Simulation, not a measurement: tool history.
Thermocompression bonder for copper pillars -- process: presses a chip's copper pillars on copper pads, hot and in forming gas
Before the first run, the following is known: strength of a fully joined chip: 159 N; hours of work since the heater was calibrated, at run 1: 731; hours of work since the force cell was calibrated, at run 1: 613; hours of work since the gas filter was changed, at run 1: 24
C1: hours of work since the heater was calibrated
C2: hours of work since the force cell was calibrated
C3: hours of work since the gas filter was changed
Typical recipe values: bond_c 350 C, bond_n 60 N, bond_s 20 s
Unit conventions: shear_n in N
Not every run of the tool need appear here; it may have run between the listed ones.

run 1 day=0 | bond_c=350 bond_n=60 bond_s=20 | C1=731 C2=613 C3=24 | shear_n=72
-- day=2.708 heater calibrated with a thermocouple chip
run 2 day=2.779 | bond_c=350 bond_n=60 bond_s=20 | C1=1 C2=653 C3=65 | shear_n=80.5
run 3 day=5.688 | bond_c=350 bond_n=60 bond_s=20 | C1=45 C2=697 C3=108 | shear_n=79.8
run 4 day=7.842 | bond_c=350 bond_n=52 bond_s=20 | C1=77 C2=729 C3=140 | shear_n=72.1
run 5 day=10.117 | bond_c=350 bond_n=60 bond_s=20 | C1=111 C2=763 C3=175 | shear_n=76.9
run 6 day=12.046 | bond_c=350 bond_n=60 bond_s=20 | C1=140 C2=792 C3=203 | shear_n=75.7
run 7 day=14.521 | bond_c=350 bond_n=60 bond_s=20 | C1=177 C2=829 C3=241 | shear_n=74.8
run 8 day=16.217 | bond_c=350 bond_n=60 bond_s=20 | C1=202 C2=854 C3=266 | shear_n=73.3
run 9 day=18.488 | bond_c=350 bond_n=60 bond_s=20 | C1=237 C2=889 C3=300 | shear_n=72.2
-- day=19.058 force cell calibrated
run 10 day=21.296 | bond_c=350 bond_n=60 bond_s=21 | C1=278 C2=34 C3=341 | shear_n=74.7
-- day=21.983 forming gas filter changed
run 11 day=23.683 | bond_c=350 bond_n=60 bond_s=20 | C1=313 C2=69 C3=25 | shear_n=78.2
run 12 day=24.946 | bond_c=350 bond_n=60 bond_s=20 | C1=332 C2=88 C3=44 | shear_n=77.2
run 13 day=27.812 | bond_c=350 bond_n=60 bond_s=20 | C1=375 C2=131 C3=87 | shear_n=75.5
run 14 day=30.6 | bond_c=350 bond_n=60 bond_s=20 | C1=417 C2=173 C3=129 | shear_n=73.7
run 15 day=32.333 | bond_c=350 bond_n=60 bond_s=20 | C1=443 C2=199 C3=155 | shear_n=74.2
run 16 day=34.088 | bond_c=345 bond_n=37 bond_s=20 | C1=469 C2=225 C3=181 | shear_n=51
run 17 day=35.812 | bond_c=345 bond_n=73 bond_s=50 | C1=495 C2=251 C3=207 | shear_n=101.6
run 18 day=37.4 | bond_c=324 bond_n=76 bond_s=20 | C1=519 C2=275 C3=231 | shear_n=60.9
run 19 day=38.675 | bond_c=324 bond_n=81 bond_s=52 | C1=538 C2=294 C3=250 | shear_n=84.4
run 20 day=40.067 | bond_c=324 bond_n=81 bond_s=52 | C1=559 C2=315 C3=271 | shear_n=83.6
run 21 day=41.258 | bond_c=324 bond_n=81 bond_s=52 | C1=577 C2=332 C3=289 | shear_n=83.7
run 22 day=42.583 | bond_c=351 bond_n=78 bond_s=12 | C1=596 C2=352 C3=309 | shear_n=66.8
run 23 day=44.071 | bond_c=335 bond_n=60 bond_s=12 | C1=619 C2=375 C3=331 | shear_n=45.3
-- day=45.462 forming gas filter changed
run 24 day=45.562 | bond_c=335 bond_n=60 bond_s=12 | C1=641 C2=397 C3=2 | shear_n=49.9
run 25 day=47.838 | bond_c=335 bond_n=60 bond_s=12 | C1=675 C2=431 C3=36 | shear_n=50.7
run 26 day=50.621 | bond_c=350 bond_n=67 bond_s=20 | C1=717 C2=472 C3=77 | shear_n=76.9
run 27 day=52.067 | bond_c=350 bond_n=67 bond_s=20 | C1=738 C2=494 C3=99 | shear_n=76.7

Expected results for the next run?
-- day=54.112 heater calibrated with a thermocouple chip
run 28 day=54.992 | bond_c=350 bond_n=67 bond_s=20 | C1=13 C2=537 C3=142 | shear_n=?

shear_n: 86 N
On a tool with no hidden condition, and with the same random variation, this run would have come out at shear_n 90.3 N.

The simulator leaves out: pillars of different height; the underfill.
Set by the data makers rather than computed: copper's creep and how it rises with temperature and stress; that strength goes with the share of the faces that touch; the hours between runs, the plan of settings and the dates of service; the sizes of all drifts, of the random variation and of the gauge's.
